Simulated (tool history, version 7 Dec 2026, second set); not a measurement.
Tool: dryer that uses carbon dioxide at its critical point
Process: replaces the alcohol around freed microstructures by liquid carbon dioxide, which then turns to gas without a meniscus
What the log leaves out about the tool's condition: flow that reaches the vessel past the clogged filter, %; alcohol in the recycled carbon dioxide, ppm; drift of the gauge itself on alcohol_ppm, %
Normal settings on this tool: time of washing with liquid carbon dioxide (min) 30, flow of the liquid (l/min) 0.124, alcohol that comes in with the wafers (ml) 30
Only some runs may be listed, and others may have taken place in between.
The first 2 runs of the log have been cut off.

run,day,time of washing with liquid carbon dioxide (min),flow of the liquid (l/min),alcohol that comes in with the wafers (ml),hours of work since the filter was changed,hours of work since the purifier's bed was changed,alcohol left in the vessel before it's heated (ppm by volume)
3,0.475,30,0.124,30,170,72,124
4,0.883,30,0.124,30,176,79,124
5,1.188,30,0.124,30,181,84,130
6,1.579,30,0.124,30,188,90,119
7,1.975,30,0.124,38,194,97,155
8,2.367,30,0.124,38,200,103,168
9,2.662,30,0.153,30,205,108,52
10,2.892,30,0.124,30,209,112,141
11,3.075,30,0.124,30,212,115,140
12,3.362,30,0.124,23,217,119,123
13,3.708,30,0.124,37,222,125,183
14,3.904,30,0.124,25,225,128,134
15,4.304,30,0.124,30,232,135,154
16,4.504,30,0.124,30,235,138,150
17,4.754,30,0.124,30,239,142,158
18,5.088,30,0.17,30,245,147,66
19,5.262,30,0.08,30,247,150,1024
20,5.588,30,0.08,30,253,155,1030
21,5.75,30,0.08,30,255,158,1004
22,6.017,30,0.077,101,260,162,3937
23,6.425,44,0.075,77,266,169,577
24,6.621,42,0.13,77,269,172,71
25,6.917,19,0.089,30,274,177,3474
26,7.229,19,0.089,30,279,182,3415

What will run 27 give?
27,7.412,24,0.129,30,282,185,?

Logged for run 27: alcohol left in the vessel before it's heated (ppm by volume) 403.
Were there no unlogged condition in the tool, this run, its random variation unchanged, would have produced alcohol left in the vessel before it's heated (ppm by volume) 219.
